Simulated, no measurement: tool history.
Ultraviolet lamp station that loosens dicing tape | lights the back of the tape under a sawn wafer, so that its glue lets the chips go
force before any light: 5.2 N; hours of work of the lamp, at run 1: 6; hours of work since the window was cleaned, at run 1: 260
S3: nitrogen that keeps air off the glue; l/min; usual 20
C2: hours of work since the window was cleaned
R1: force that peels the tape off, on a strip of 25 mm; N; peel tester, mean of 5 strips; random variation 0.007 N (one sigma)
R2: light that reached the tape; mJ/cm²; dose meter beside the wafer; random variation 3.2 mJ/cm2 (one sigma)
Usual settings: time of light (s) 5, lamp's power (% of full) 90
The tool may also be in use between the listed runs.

{"run": 1, "hour": 0.0, "time of light (s)": 5, "lamp's power (% of full)": 90, "S3": 20, "hours of work of the lamp": 6, "C2": 260, "R1": 0.253, "R2": 484}
{"run": 2, "hour": 61.7, "time of light (s)": 5, "lamp's power (% of full)": 81, "S3": 20, "hours of work of the lamp": 51, "C2": 305, "R1": 0.359, "R2": 425}
{"run": 3, "hour": 125.3, "time of light (s)": 5, "lamp's power (% of full)": 81, "S3": 20, "hours of work of the lamp": 98, "C2": 353, "R1": 0.387, "R2": 411}
{"run": 4, "hour": 214.0, "time of light (s)": 5, "lamp's power (% of full)": 81, "S3": 20, "hours of work of the lamp": 164, "C2": 418, "R1": 0.413, "R2": 405}
{"run": 5, "hour": 256.9, "time of light (s)": 4, "lamp's power (% of full)": 90, "S3": 20, "hours of work of the lamp": 196, "C2": 450, "R1": 0.544, "R2": 352}
{"run": 6, "hour": 349.6, "time of light (s)": 5, "lamp's power (% of full)": 90, "S3": 20, "hours of work of the lamp": 265, "C2": 519, "R1": 0.357, "R2": 432}
{"run": 7, "hour": 410.3, "time of light (s)": 5, "lamp's power (% of full)": 90, "S3": 20, "hours of work of the lamp": 310, "C2": 564, "R1": 0.364, "R2": 422}
{"run": 8, "hour": 461.6, "time of light (s)": 5, "lamp's power (% of full)": 90, "S3": 20, "hours of work of the lamp": 348, "C2": 602, "R1": 0.394, "R2": 408}
{"run": 9, "hour": 554.0, "time of light (s)": 5, "lamp's power (% of full)": 90, "S3": 20, "hours of work of the lamp": 416, "C2": 671, "R1": 0.397, "R2": 396}
{"hour": 574.6, "done": "window cleaned of glue's vapour"}
{"run": 10, "hour": 601.7, "time of light (s)": 5, "lamp's power (% of full)": 90, "S3": 20, "hours of work of the lamp": 451, "C2": 20, "R1": 0.389, "R2": 410}
{"run": 11, "hour": 647.7, "time of light (s)": 5, "lamp's power (% of full)": 90, "S3": 20, "hours of work of the lamp": 486, "C2": 54, "R1": 0.38, "R2": 402}
{"run": 12, "hour": 728.8, "time of light (s)": 5, "lamp's power (% of full)": 90, "S3": 20, "hours of work of the lamp": 546, "C2": 114, "R1": 0.428, "R2": 396}
{"run": 13, "hour": 818.7, "time of light (s)": 5, "lamp's power (% of full)": 90, "S3": 20, "hours of work of the lamp": 612, "C2": 181, "R1": 0.451, "R2": 387}
{"run": 14, "hour": 887.6, "time of light (s)": 4, "lamp's power (% of full)": 90, "S3": 20, "hours of work of the lamp": 663, "C2": 232, "R1": 0.798, "R2": 297}
{"run": 15, "hour": 944.6, "time of light (s)": 4, "lamp's power (% of full)": 90, "S3": 20, "hours of work of the lamp": 706, "C2": 274, "R1": 0.781, "R2": 291}
{"run": 16, "hour": 1008.2, "time of light (s)": 4, "lamp's power (% of full)": 90, "S3": 20, "hours of work of the lamp": 753, "C2": 322, "R1": 0.823, "R2": 283}
{"run": 17, "hour": 1089.5, "time of light (s)": 5, "lamp's power (% of full)": 90, "S3": 20, "hours of work of the lamp": 813, "C2": 382, "R1": 0.544, "R2": 346}
{"run": 18, "hour": 1168.9, "time of light (s)": 5, "lamp's power (% of full)": 90, "S3": 20, "hours of work of the lamp": 872, "C2": 441, "R1": 0.597, "R2": 332}
{"run": 19, "hour": 1228.0, "time of light (s)": 8, "lamp's power (% of full)": 90, "S3": 20, "hours of work of the lamp": 916, "C2": 485, "R1": 0.214, "R2": 516}
{"run": 20, "hour": 1292.6, "time of light (s)": 8, "lamp's power (% of full)": 90, "S3": 20, "hours of work of the lamp": 964, "C2": 532, "R1": 0.227, "R2": 514}
{"run": 21, "hour": 1358.1, "time of light (s)": 8, "lamp's power (% of full)": 90, "S3": 20, "hours of work of the lamp": 1012, "C2": 581, "R1": 0.247, "R2": 494}
{"run": 22, "hour": 1437.8, "time of light (s)": 8, "lamp's power (% of full)": 87, "S3": 11, "hours of work of the lamp": 1071, "C2": 640, "R1": 0.447, "R2": 459}
{"run": 23, "hour": 1487.5, "time of light (s)": 8, "lamp's power (% of full)": 84, "S3": 11, "hours of work of the lamp": 1108, "C2": 677, "R1": 0.501, "R2": 432}
{"hour": 1500.8, "done": "window cleaned of glue's vapour"}
{"run": 24, "hour": 1533.8, "time of light (s)": 3, "lamp's power (% of full)": 75, "S3": 39, "hours of work of the lamp": 1142, "C2": 24, "R1": 1.605, "R2": 149}
{"run": 25, "hour": 1580.1, "time of light (s)": 3, "lamp's power (% of full)": 75, "S3": 39, "hours of work of the lamp": 1177, "C2": 59, "R1": 1.675, "R2": 146}
{"run": 26, "hour": 1623.8, "time of light (s)": 3, "lamp's power (% of full)": 75, "S3": 39, "hours of work of the lamp": 1209, "C2": 91, "R1": 1.741, "R2": 148}
{"hour": 1674.7, "done": "lamp changed"}
{"run": 27, "hour": 1716.3, "time of light (s)": 6, "lamp's power (% of full)": 62, "S3": 34, "hours of work of the lamp": 31, "C2": 159, "R1": 0.324, "R2": 395}
{"run": 28, "hour": 1776.9, "time of light (s)": 9, "lamp's power (% of full)": 69, "S3": 16, "hours of work of the lamp": 76, "C2": 204, "R1": 0.143, "R2": 647}
{"run": 29, "hour": 1842.3, "time of light (s)": 2, "lamp's power (% of full)": 67, "S3": 6, "hours of work of the lamp": 124, "C2": 253, "R1": 2.74, "R2": 136}
{"run": 30, "hour": 1883.3, "time of light (s)": 5, "lamp's power (% of full)": 62, "S3": 23, "hours of work of the lamp": 155, "C2": 283, "R1": 0.652, "R2": 310}
{"run": 31, "hour": 1945.7, "time of light (s)": 5, "lamp's power (% of full)": 63, "S3": 21, "hours of work of the lamp": 201, "C2": 329, "R1": 0.675, "R2": 307}
{"run": 32, "hour": 2017.1, "time of light (s)": 4, "lamp's power (% of full)": 62, "S3": 17, "hours of work of the lamp": 254, "C2": 382, "R1": 1.144, "R2": 236}
{"run": 33, "hour": 2088.1, "time of light (s)": 4, "lamp's power (% of full)": 62, "S3": 17, "hours of work of the lamp": 307, "C2": 435, "R1": 1.245, "R2": 238}
{"run": 34, "hour": 2149.5, "time of light (s)": 7, "lamp's power (% of full)": 90, "S3": 8, "hours of work of the lamp": 352, "C2": 480, "R1": 0.325, "R2": 580}
{"run": 35, "hour": 2218.9, "time of light (s)": 7, "lamp's power (% of full)": 90, "S3": 8, "hours of work of the lamp": 404, "C2": 532, "R1": 0.352, "R2": 568}
{"run": 36, "hour": 2264.9, "time of light (s)": 7, "lamp's power (% of full)": 90, "S3": 8, "hours of work of the lamp": 438, "C2": 566, "R1": 0.359, "R2": 560}
{"run": 37, "hour": 2330.5, "time of light (s)": 9, "lamp's power (% of full)": 66, "S3": 20, "hours of work of the lamp": 486, "C2": 615, "R1": 0.214, "R2": 521}
{"run": 38, "hour": 2403.0, "time of light (s)": 4, "lamp's power (% of full)": 89, "S3": 20, "hours of work of the lamp": 540, "C2": 668, "R1": 0.766, "R2": 303}
{"hour": 2428.5, "done": "window cleaned of glue's vapour"}
{"run": 39, "hour": 2444.1, "time of light (s)": 4, "lamp's power (% of full)": 82, "S3": 20, "hours of work of the lamp": 570, "C2": 12, "R1": 0.808, "R2": 288}
{"run": 40, "hour": 2492.4, "time of light (s)": 4, "lamp's power (% of full)": 82, "S3": 20, "hours of work of the lamp": 606, "C2": 47, "R1": 0.801, "R2": 282}
{"run": 41, "hour": 2579.6, "time of light (s)": 5, "lamp's power (% of full)": 90, "S3": 8, "hours of work of the lamp": 671, "C2": 112, "R1": 0.826, "R2": 377}
{"run": 42, "hour": 2663.7, "time of light (s)": 4, "lamp's power (% of full)": 65, "S3": 20, "hours of work of the lamp": 733, "C2": 174, "R1": 1.325, "R2": 210}

Measured less the same run without the tool's hidden state. The same run-to-run variation is in both; the gauge's scatter may not be:
The hidden state here: lamp's light, % of a new lamp's; light that the window lets through, % of a clean one's; drift of the gauge itself on peel_n, %; drift of the gauge itself on dose_mj_cm2, %.
run=1 R1=+0.019 R2=-14
run=2 R1=+0.040 R2=-22
run=3 R1=+0.059 R2=-30
run=4 R1=+0.083 R2=-41
run=5 R1=+0.115 R2=-41
run=6 R1=+0.103 R2=-65
run=7 R1=+0.118 R2=-74
run=8 R1=+0.134 R2=-79
run=9 R1=+0.159 R2=-91
run=10 R1=+0.132 R2=-79
run=11 R1=+0.144 R2=-86
run=12 R1=+0.176 R2=-97
run=13 R1=+0.208 R2=-110
run=14 R1=+0.344 R2=-96
run=15 R1=+0.357 R2=-101
run=16 R1=+0.398 R2=-109
run=17 R1=+0.310 R2=-148
run=18 R1=+0.355 R2=-157
run=19 R1=+0.130 R2=-265
run=20 R1=+0.143 R2=-282
run=21 R1=+0.163 R2=-297
run=22 R1=+0.319 R2=-304
run=23 R1=+0.368 R2=-302
run=24 R1=+0.813 R2=-96
run=25 R1=+0.868 R2=-99
run=26 R1=+0.921 R2=-103
run=27 R1=+0.025 R2=-13
run=28 R1=+0.017 R2=-35
run=29 R1=+0.127 R2=-10
run=30 R1=+0.106 R2=-28
run=31 R1=+0.133 R2=-36
run=32 R1=+0.208 R2=-33
run=33 R1=+0.259 R2=-39
run=34 R1=+0.114 R2=-110
run=35 R1=+0.135 R2=-123
run=36 R1=+0.145 R2=-133
run=37 R1=+0.094 R2=-137
run=38 R1=+0.322 R2=-90
run=39 R1=+0.283 R2=-71
run=40 R1=+0.299 R2=-76
run=41 R1=+0.342 R2=-117
run=42 R1=+0.499 R2=-75
